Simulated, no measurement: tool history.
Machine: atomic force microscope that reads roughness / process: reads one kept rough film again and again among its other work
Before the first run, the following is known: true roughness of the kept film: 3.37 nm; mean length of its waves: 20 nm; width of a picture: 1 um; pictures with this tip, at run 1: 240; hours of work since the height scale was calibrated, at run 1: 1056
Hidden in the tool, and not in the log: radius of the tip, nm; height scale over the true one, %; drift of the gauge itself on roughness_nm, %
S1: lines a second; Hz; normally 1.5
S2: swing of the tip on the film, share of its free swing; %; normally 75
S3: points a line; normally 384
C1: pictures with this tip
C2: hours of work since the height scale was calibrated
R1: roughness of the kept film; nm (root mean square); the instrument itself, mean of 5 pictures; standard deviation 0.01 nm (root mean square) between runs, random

run	hour	S1	S2	S3	C1	C2	R1
1	0	1.5	75	384	240	1056	2.346
2	38.9	0.59	75	384	311	1082	2.412
# hour 50: new tip fitted
3	68.7	0.71	75	384	34	1101	2.421
4	103	0.71	75	384	96	1124	2.409
5	122.1	0.71	75	384	131	1136	2.431
6	158.1	0.71	75	384	197	1160	2.409
7	181.6	0.71	75	384	240	1175	2.404
8	211.9	1.5	75	838	295	1195	2.379
# hour 231.8: new tip fitted
9	233.6	1.5	75	384	3	1209	2.355
10	272.4	1.5	75	384	74	1235	2.353
11	305.7	1.5	75	384	135	1257	2.354
12	336.6	1.5	75	446	191	1277	2.338
13	370.8	1.5	75	446	254	1300	2.336
14	407.7	1.5	75	941	321	1324	2.37
# hour 415.5: new tip fitted
15	435.4	1.5	75	941	36	1342	2.39
16	467.5	1.5	75	384	95	1363	2.347
17	504.2	1.5	75	384	162	1388	2.349
18	541.6	1.19	76	384	230	1412	2.357
19	568.6	1.7	86	984	279	1430	2.262
# hour 598.4: new tip fitted
20	598.9	1.22	61	391	1	1450	2.42
21	628.1	1.22	61	391	54	1469	2.436
22	652	1.5	62	384	98	1485	2.429
23	683.8	0.97	83	384	156	1506	2.356
24	710.6	0.66	75	394	205	1523	2.417
25	732.9	1.5	88	401	246	1538	2.227
26	758.8	0.56	77	801	293	1555	2.442
# hour 780.9: new tip fitted
27	788.7	0.56	77	801	15	1574	2.476
28	806.9	0.7	87	541	48	1587	2.384
29	840.7	0.55	75	920	110	1609	2.451
30	862	1.5	58	608	148	1623	2.448
31	882.5	0.61	66	608	186	1636	2.486
32	907.9	0.61	66	608	232	1653	2.467
33	938.7	2.65	75	303	289	1673	2.213
# hour 963.1: new tip fitted
34	978.9	2.65	75	303	29	1700	2.22

Describe how what the log doesn't record of the tool's condition differs between the last listed run preceding each entry between runs and the first listed run following it.
Run 2 -> run 3: new tip fitted (hour 50)
  radius of the tip, nm: 10.1 -> 10
Run 8 -> run 9: new tip fitted (hour 231.8)
  radius of the tip, nm: 10.1 -> 10
Run 14 -> run 15: new tip fitted (hour 415.5)
  radius of the tip, nm: 10.2 -> 10
Run 19 -> run 20: new tip fitted (hour 598.4)
  radius of the tip, nm: 10.1 -> 10
Run 26 -> run 27: new tip fitted (hour 780.9)
  radius of the tip, nm: 10.1 -> 10
Run 33 -> run 34: new tip fitted (hour 963.1)
  radius of the tip, nm: 10.1 -> 10
